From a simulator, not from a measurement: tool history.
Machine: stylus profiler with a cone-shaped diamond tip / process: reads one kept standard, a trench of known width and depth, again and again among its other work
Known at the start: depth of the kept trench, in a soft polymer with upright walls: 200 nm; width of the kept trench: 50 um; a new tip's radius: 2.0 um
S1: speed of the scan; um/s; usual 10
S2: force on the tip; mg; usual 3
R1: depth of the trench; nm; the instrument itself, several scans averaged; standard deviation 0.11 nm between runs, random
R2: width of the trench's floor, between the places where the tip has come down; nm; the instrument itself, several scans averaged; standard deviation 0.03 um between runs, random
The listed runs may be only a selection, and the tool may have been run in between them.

run	day	S1	S2	R1	R2
1	0	10	3	201.13	47520
2	1.117	10	3	200.95	47590
3	1.896	10	3	201.08	47530
4	2.604	10	3	201.2	47540
5	3.717	10	3	201.2	47510
6	4.358	10	3	201.08	47490
7	5.446	10	3	200.96	47500
8	6.129	6	3	200.96	47480
9	6.996	6	3	200.89	47510
10	7.888	6	3	201.11	47440
11	9.212	6	3	200.94	47390
12	9.854	6	4.01	201.43	47460
13	10.912	6	4.01	201.45	47440
14	11.762	10	3.86	201.09	47450
15	12.788	10	3.86	201.29	47360
16	13.475	10	3.86	201.11	47400
17	14.596	3	3	200.72	47410
18	15.712	10	3	201.09	47310
19	16.304	10	3	200.94	47400
20	16.942	34	3	200.71	47180
21	17.925	34	3	200.89	47180
22	18.512	34	3	200.91	47200
23	19.275	22	2.24	200.5	47210
24	20.554	10	7.16	201.87	47310
25	21.154	33	3.1	200.9	47190
26	21.854	33	3.1	200.76	47160
27	22.458	35	5.95	201.71	47210
28	23.121	30	3.27	200.8	47140
29	23.979	30	3.27	200.82	47200
30	24.65	10	3.34	200.86	47260
31	26.038	3	3.34	200.78	47310
32	27.008	2	8.86	202.33	47230
33	28.121	4	7.85	202.24	47290
34	29.175	6	8.28	202.19	47200
35	29.879	30	1.82	200.54	47030
36	30.921	30	1.82	200.25	47000
37	32.212	30	1.82	200.33	47020
38	33.125	30	1.25	199.86	46980

Some steps in R1 between neighbouring runs. How much of each would the tool show without its hidden state too (settings, what came in, random variation), and how much is left for the hidden state, with any gauge scatter that isn't in both results?
The tool's hidden condition here consists of: radius of the tip, um; height scale over the true one, %; drift of the gauge itself on depth_nm, %; drift of the gauge itself on floor_um, %.
Run 6 -> 7: nothing adjusted, nothing logged. R1 -0.12 nm: hidden state -0.02, all else -0.1.
Run 23 -> 24: S1 22 -> 10, S2 2.24 -> 7.16. R1 +1.37 nm: hidden state -0.03, all else +1.4.
Run 30 -> 31: S1 10 -> 3. R1 -0.08 nm: hidden state -0.03, all else -0.05.
Run 31 -> 32: S1 3 -> 2, S2 3.34 -> 8.86. R1 +1.55 nm: hidden state -0.01, all else +1.56.
Run 34 -> 35: S1 6 -> 30, S2 8.28 -> 1.82. R1 -1.65 nm: hidden state +0, all else -1.65.
